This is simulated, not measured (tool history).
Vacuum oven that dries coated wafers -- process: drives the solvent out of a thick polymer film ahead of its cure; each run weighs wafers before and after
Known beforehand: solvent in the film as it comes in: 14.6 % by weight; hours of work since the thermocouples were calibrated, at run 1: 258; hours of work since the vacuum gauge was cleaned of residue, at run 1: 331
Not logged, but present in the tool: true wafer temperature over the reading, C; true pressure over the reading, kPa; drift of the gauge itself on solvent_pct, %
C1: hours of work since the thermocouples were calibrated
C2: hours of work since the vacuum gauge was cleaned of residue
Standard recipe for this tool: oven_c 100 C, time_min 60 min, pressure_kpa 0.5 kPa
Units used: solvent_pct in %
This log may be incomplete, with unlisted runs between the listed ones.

{"run": 1, "day": 0.0, "oven_c": 100, "time_min": 60, "pressure_kpa": 0.5, "C1": 258, "C2": 331, "solvent_pct": 3.5}
{"run": 2, "day": 0.492, "oven_c": 89, "time_min": 60, "pressure_kpa": 0.5, "C1": 264, "C2": 337, "solvent_pct": 6.01}
{"run": 3, "day": 0.796, "oven_c": 89, "time_min": 60, "pressure_kpa": 0.5, "C1": 268, "C2": 341, "solvent_pct": 5.96}
{"run": 4, "day": 1.254, "oven_c": 89, "time_min": 60, "pressure_kpa": 0.5, "C1": 274, "C2": 347, "solvent_pct": 5.99}
{"run": 5, "day": 1.462, "oven_c": 89, "time_min": 60, "pressure_kpa": 0.5, "C1": 277, "C2": 350, "solvent_pct": 5.95}
{"run": 6, "day": 1.946, "oven_c": 89, "time_min": 60, "pressure_kpa": 0.5, "C1": 284, "C2": 356, "solvent_pct": 5.96}
{"run": 7, "day": 2.242, "oven_c": 89, "time_min": 60, "pressure_kpa": 0.5, "C1": 287, "C2": 360, "solvent_pct": 5.97}
{"run": 8, "day": 2.671, "oven_c": 89, "time_min": 60, "pressure_kpa": 0.5, "C1": 293, "C2": 366, "solvent_pct": 5.98}
{"run": 9, "day": 2.921, "oven_c": 89, "time_min": 60, "pressure_kpa": 0.5, "C1": 296, "C2": 369, "solvent_pct": 6.05}
{"run": 10, "day": 3.304, "oven_c": 89, "time_min": 60, "pressure_kpa": 0.5, "C1": 301, "C2": 374, "solvent_pct": 6.05}
{"run": 11, "day": 3.8, "oven_c": 100, "time_min": 60, "pressure_kpa": 0.5, "C1": 308, "C2": 381, "solvent_pct": 3.41}
{"run": 12, "day": 4.292, "oven_c": 100, "time_min": 60, "pressure_kpa": 0.5, "C1": 314, "C2": 387, "solvent_pct": 3.46}
{"run": 13, "day": 4.8, "oven_c": 100, "time_min": 60, "pressure_kpa": 0.5, "C1": 321, "C2": 394, "solvent_pct": 3.4}
{"run": 14, "day": 5.2, "oven_c": 100, "time_min": 60, "pressure_kpa": 0.5, "C1": 327, "C2": 399, "solvent_pct": 3.4}
{"run": 15, "day": 5.625, "oven_c": 100, "time_min": 69, "pressure_kpa": 0.5, "C1": 332, "C2": 405, "solvent_pct": 2.9}
{"run": 16, "day": 5.833, "oven_c": 100, "time_min": 69, "pressure_kpa": 0.5, "C1": 335, "C2": 407, "solvent_pct": 2.88}
{"run": 17, "day": 6.1, "oven_c": 100, "time_min": 60, "pressure_kpa": 0.919, "C1": 338, "C2": 411, "solvent_pct": 3.65}
{"run": 18, "day": 6.312, "oven_c": 100, "time_min": 106, "pressure_kpa": 0.5, "C1": 341, "C2": 414, "solvent_pct": 1.49}
{"run": 19, "day": 6.804, "oven_c": 100, "time_min": 106, "pressure_kpa": 0.5, "C1": 348, "C2": 420, "solvent_pct": 1.52}
{"run": 20, "day": 7.233, "oven_c": 100, "time_min": 106, "pressure_kpa": 0.5, "C1": 353, "C2": 426, "solvent_pct": 1.49}
{"run": 21, "day": 7.467, "oven_c": 100, "time_min": 106, "pressure_kpa": 0.5, "C1": 356, "C2": 429, "solvent_pct": 1.5}
{"run": 22, "day": 7.7, "oven_c": 100, "time_min": 106, "pressure_kpa": 0.5, "C1": 360, "C2": 432, "solvent_pct": 1.5}
{"run": 23, "day": 8.217, "oven_c": 100, "time_min": 106, "pressure_kpa": 0.5, "C1": 366, "C2": 439, "solvent_pct": 1.46}
{"run": 24, "day": 8.5, "oven_c": 100, "time_min": 60, "pressure_kpa": 0.463, "C1": 370, "C2": 443, "solvent_pct": 3.38}
{"run": 25, "day": 9.012, "oven_c": 113, "time_min": 108, "pressure_kpa": 0.295, "C1": 377, "C2": 449, "solvent_pct": 0.34}
{"run": 26, "day": 9.3, "oven_c": 113, "time_min": 108, "pressure_kpa": 0.295, "C1": 381, "C2": 453, "solvent_pct": 0.3}
{"run": 27, "day": 9.688, "oven_c": 92, "time_min": 60, "pressure_kpa": 1.779, "C1": 386, "C2": 458, "solvent_pct": 6.16}
{"run": 28, "day": 10.062, "oven_c": 103, "time_min": 35, "pressure_kpa": 0.336, "C1": 391, "C2": 463, "solvent_pct": 4.9}
{"run": 29, "day": 10.496, "oven_c": 103, "time_min": 35, "pressure_kpa": 0.336, "C1": 396, "C2": 469, "solvent_pct": 4.96}
{"run": 30, "day": 10.992, "oven_c": 109, "time_min": 36, "pressure_kpa": 1.109, "C1": 403, "C2": 476, "solvent_pct": 3.88}
{"run": 31, "day": 11.258, "oven_c": 99, "time_min": 61, "pressure_kpa": 1.175, "C1": 406, "C2": 479, "solvent_pct": 4.01}
{"run": 32, "day": 11.583, "oven_c": 107, "time_min": 101, "pressure_kpa": 0.628, "C1": 411, "C2": 483, "solvent_pct": 0.87}
{"run": 33, "day": 12.025, "oven_c": 107, "time_min": 101, "pressure_kpa": 0.628, "C1": 417, "C2": 489, "solvent_pct": 0.89}
{"run": 34, "day": 12.292, "oven_c": 104, "time_min": 60, "pressure_kpa": 0.498, "C1": 420, "C2": 493, "solvent_pct": 2.55}
{"run": 35, "day": 12.6, "oven_c": 104, "time_min": 60, "pressure_kpa": 0.498, "C1": 424, "C2": 497, "solvent_pct": 2.55}
{"run": 36, "day": 12.888, "oven_c": 100, "time_min": 60, "pressure_kpa": 0.615, "C1": 428, "C2": 501, "solvent_pct": 3.5}
{"run": 37, "day": 13.158, "oven_c": 89, "time_min": 60, "pressure_kpa": 0.587, "C1": 432, "C2": 504, "solvent_pct": 5.99}
{"run": 38, "day": 13.438, "oven_c": 93, "time_min": 87, "pressure_kpa": 0.294, "C1": 435, "C2": 508, "solvent_pct": 3.33}
{"run": 39, "day": 13.892, "oven_c": 111, "time_min": 87, "pressure_kpa": 0.294, "C1": 441, "C2": 514, "solvent_pct": 0.66}
{"run": 40, "day": 14.262, "oven_c": 88, "time_min": 85, "pressure_kpa": 0.804, "C1": 446, "C2": 519, "solvent_pct": 5.03}
{"run": 41, "day": 14.488, "oven_c": 100, "time_min": 66, "pressure_kpa": 1.621, "C1": 449, "C2": 522, "solvent_pct": 3.67}
{"run": 42, "day": 14.975, "oven_c": 104, "time_min": 60, "pressure_kpa": 0.5, "C1": 455, "C2": 528, "solvent_pct": 2.54}
{"run": 43, "day": 15.258, "oven_c": 104, "time_min": 60, "pressure_kpa": 0.5, "C1": 459, "C2": 532, "solvent_pct": 2.53}
{"run": 44, "day": 15.575, "oven_c": 104, "time_min": 60, "pressure_kpa": 0.5, "C1": 463, "C2": 536, "solvent_pct": 2.58}
{"run": 45, "day": 16.021, "oven_c": 104, "time_min": 60, "pressure_kpa": 1.551, "C1": 469, "C2": 542, "solvent_pct": 3.18}
{"run": 46, "day": 16.492, "oven_c": 103, "time_min": 102, "pressure_kpa": 1.551, "C1": 476, "C2": 548, "solvent_pct": 1.86}

Branching from run 46: 5 alternative next runs. What would each branch give?
{"run": "A", "day": 16.708, "oven_c": 103, "time_min": 34, "pressure_kpa": 1.023, "C1": 478, "C2": 551, "solvent_pct": "?"}
{"run": "B", "day": 16.708, "oven_c": 102, "time_min": 39, "pressure_kpa": 1.681, "C1": 478, "C2": 551, "solvent_pct": "?"}
{"run": "C", "day": 16.708, "oven_c": 103, "time_min": 57, "pressure_kpa": 0.779, "C1": 478, "C2": 551, "solvent_pct": "?"}
{"run": "D", "day": 16.708, "oven_c": 100, "time_min": 60, "pressure_kpa": 0.53, "C1": 478, "C2": 551, "solvent_pct": "?"}
{"run": "E", "day": 16.708, "oven_c": 89, "time_min": 35, "pressure_kpa": 1.551, "C1": 478, "C2": 551, "solvent_pct": "?"}

run=A solvent_pct=5.31
run=B solvent_pct=5.36
run=C solvent_pct=3.14
run=D solvent_pct=3.45
run=E solvent_pct=8.64
Without the tool's hidden state the same runs would have given:
run=A solvent_pct=5.32
run=B solvent_pct=5.37
run=C solvent_pct=3.13
run=D solvent_pct=3.44
run=E solvent_pct=8.63
